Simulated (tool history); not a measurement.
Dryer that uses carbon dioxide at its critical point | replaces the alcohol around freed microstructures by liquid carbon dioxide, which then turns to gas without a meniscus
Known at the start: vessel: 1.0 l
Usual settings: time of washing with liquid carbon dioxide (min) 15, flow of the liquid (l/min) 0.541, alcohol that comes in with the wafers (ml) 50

run	hour	time of washing with liquid carbon dioxide (min)	flow of the liquid (l/min)	alcohol that comes in with the wafers (ml)	alcohol left in the vessel before it's heated (ppm by volume)
1	0	15	0.541	50	85
2	15.8	15	0.541	50	69
3	30.1	15	0.541	50	78
4	45.2	15	0.541	50	84
5	59.4	15	0.541	50	90
6	77.8	15	0.541	50	84
7	94.2	15	0.541	50	87
8	102	15	0.541	50	96
9	116.3	15	0.541	50	98
10	124.1	15	0.541	50	94
11	132.2	15	0.541	50	93
12	143.6	10	0.839	30	60
13	155.7	14	0.329	27	760
14	171	13	0.816	53	32
15	179.8	15	0.394	50	527
16	193.1	20	0.442	50	75
17	203.2	15	0.613	21	52
18	218.9	15	0.613	21	45
# hour 229.4: inlet filter changed
19	232.7	11	0.541	50	238
20	249.4	17	0.437	50	76
21	258.8	17	0.688	59	21

Hidden state or all else? Some run-to-run changes of alcohol left in the vessel before it's heated (ppm by volume), split into what the settings, what came in and random variation would give without the hidden state, and what is left for the hidden state (with any gauge scatter that isn't in both results):
The hidden state here: flow that reaches the vessel past the clogged filter, %; alcohol in the recycled carbon dioxide, ppm; drift of the gauge itself on alcohol_ppm, %.
Run 12 -> 13: time of washing with liquid carbon dioxide (min) 10 -> 14, flow of the liquid (l/min) 0.839 -> 0.329, alcohol that comes in with the wafers (ml) 30 -> 27. alcohol left in the vessel before it's heated (ppm by volume) +700: hidden state +320, all else +380.
Run 13 -> 14: time of washing with liquid carbon dioxide (min) 14 -> 13, flow of the liquid (l/min) 0.329 -> 0.816, alcohol that comes in with the wafers (ml) 27 -> 53. alcohol left in the vessel before it's heated (ppm by volume) -728: hidden state -337, all else -391.
